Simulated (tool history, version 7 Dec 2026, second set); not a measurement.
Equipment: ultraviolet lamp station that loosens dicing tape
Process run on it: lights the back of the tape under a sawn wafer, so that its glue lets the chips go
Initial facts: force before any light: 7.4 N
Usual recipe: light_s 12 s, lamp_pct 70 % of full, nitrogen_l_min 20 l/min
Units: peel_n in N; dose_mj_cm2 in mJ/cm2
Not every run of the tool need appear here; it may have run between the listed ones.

| run | hour | light_s | lamp_pct | nitrogen_l_min | peel_n | dose_mj_cm2 |
|---|---|---|---|---|---|---|
| 1 | 0 | 12 | 70 | 20 | 0.948 | 319 |
| 2 | 63.7 | 7 | 70 | 20 | 2.106 | 184 |
| 3 | 121.1 | 7 | 70 | 20 | 2.199 | 180 |
| 4 | 169.2 | 12 | 70 | 20 | 0.962 | 305 |
| 5 | 232.3 | 12 | 70 | 20 | 1.021 | 306 |
| 6 | 297.9 | 12 | 70 | 20 | 1.022 | 301 |
| 7 | 332 | 12 | 96 | 20 | 0.625 | 411 |
| 8 | 376 | 12 | 96 | 20 | 0.57 | 402 |
| 9 | 414.8 | 12 | 96 | 20 | 0.617 | 403 |
| 10 | 448.2 | 12 | 96 | 20 | 0.606 | 400 |
| 11 | 483.2 | 12 | 96 | 20 | 0.589 | 395 |
| 12 | 528 | 12 | 96 | 20 | 0.615 | 398 |
|  | 547 | window cleaned of glue's vapour |
| 13 | 602.1 | 12 | 70 | 20 | 1.189 | 277 |
| 14 | 657.7 | 12 | 70 | 20 | 1.186 | 275 |
|  | 677.3 | window cleaned of glue's vapour, once more |
| 15 | 710.2 | 12 | 70 | 20 | 0.992 | 301 |
| 16 | 758.8 | 12 | 70 | 20 | 1.023 | 303 |
| 17 | 824.9 | 12 | 70 | 20 | 1.069 | 299 |
| 18 | 862.8 | 12 | 70 | 20 | 1.086 | 296 |
| 19 | 914.5 | 12 | 70 | 20 | 1.105 | 286 |
| 20 | 945.4 | 12 | 70 | 20 | 1.103 | 289 |
| 21 | 1004.4 | 12 | 70 | 20 | 1.089 | 284 |
| 22 | 1046.2 | 12 | 70 | 20 | 1.097 | 283 |
| 23 | 1104.9 | 10 | 75 | 17 | 1.523 | 251 |
| 24 | 1152.2 | 10 | 96 | 20 | 0.916 | 315 |
|  | 1181.4 | lamp changed |
| 25 | 1219.4 | 10 | 70 | 7 | 1.619 | 346 |
| 26 | 1266.6 | 10 | 70 | 7 | 1.721 | 341 |
| 27 | 1317.2 | 12 | 64 | 8 | 1.304 | 375 |
| 28 | 1364.5 | 13 | 80 | 40 | 0.249 | 506 |
| 29 | 1400.4 | 9 | 78 | 9 | 1.434 | 336 |
| 30 | 1454.8 | 18 | 70 | 12 | 0.388 | 607 |
| 31 | 1505.9 | 12 | 70 | 28 | 0.461 | 403 |
| 32 | 1565.2 | 9 | 67 | 23 | 1.027 | 287 |
| 33 | 1612.6 | 9 | 67 | 23 | 1.044 | 284 |
| 34 | 1686.3 | 9 | 67 | 23 | 1.039 | 281 |
| 35 | 1721.8 | 12 | 70 | 7 | 1.431 | 383 |
| 36 | 1787.9 | 7 | 98 | 20 | 0.94 | 310 |
| 37 | 1838.7 | 7 | 69 | 18 | 1.805 | 218 |
| 38 | 1892.7 | 7 | 69 | 18 | 1.803 | 216 |
| 39 | 1935.8 | 7 | 69 | 18 | 1.883 | 216 |
| 40 | 2006.7 | 7 | 95 | 13 | 1.406 | 294 |
| 41 | 2070.3 | 7 | 75 | 25 | 1.488 | 229 |
| 42 | 2138 | 19 | 76 | 7 | 0.626 | 629 |
| 43 | 2183.8 | 7 | 95 | 11 | 1.557 | 285 |
| 44 | 2239.8 | 19 | 99 | 19 | 0.204 | 799 |

A few steps of peel_n between consecutive runs. Split each: what settings, incoming material and random variation would produce without the hidden state, and what is left over for the hidden state, along with gauge scatter present in only one of the two compared results (measured, and without hidden state):
Hidden state present: lamp's light, % of a new lamp's; light that the window lets through, % of a clean one's; drift of the gauge itself on peel_n, %; drift of the gauge itself on dose_mj_cm2, %.
Run 3 -> 4: light_s 7 -> 12. peel_n -1.237 N: hidden state -0.35, all else -0.887.
Run 12 -> 13: lamp_pct 96 -> 70, window cleaned of glue's vapour. peel_n +0.574 N: hidden state +0.353, all else +0.221.
Run 24 -> 25: lamp_pct 96 -> 70, nitrogen_l_min 20 -> 7, lamp changed. peel_n +0.703 N: hidden state -0.433, all else +1.136.
Run 28 -> 29: light_s 13 -> 9, lamp_pct 80 -> 78, nitrogen_l_min 40 -> 9. peel_n +1.185 N: hidden state +0.125, all else +1.06.
Run 43 -> 44: light_s 7 -> 19, lamp_pct 95 -> 99, nitrogen_l_min 11 -> 19. peel_n -1.353 N: hidden state -0.366, all else -0.987.

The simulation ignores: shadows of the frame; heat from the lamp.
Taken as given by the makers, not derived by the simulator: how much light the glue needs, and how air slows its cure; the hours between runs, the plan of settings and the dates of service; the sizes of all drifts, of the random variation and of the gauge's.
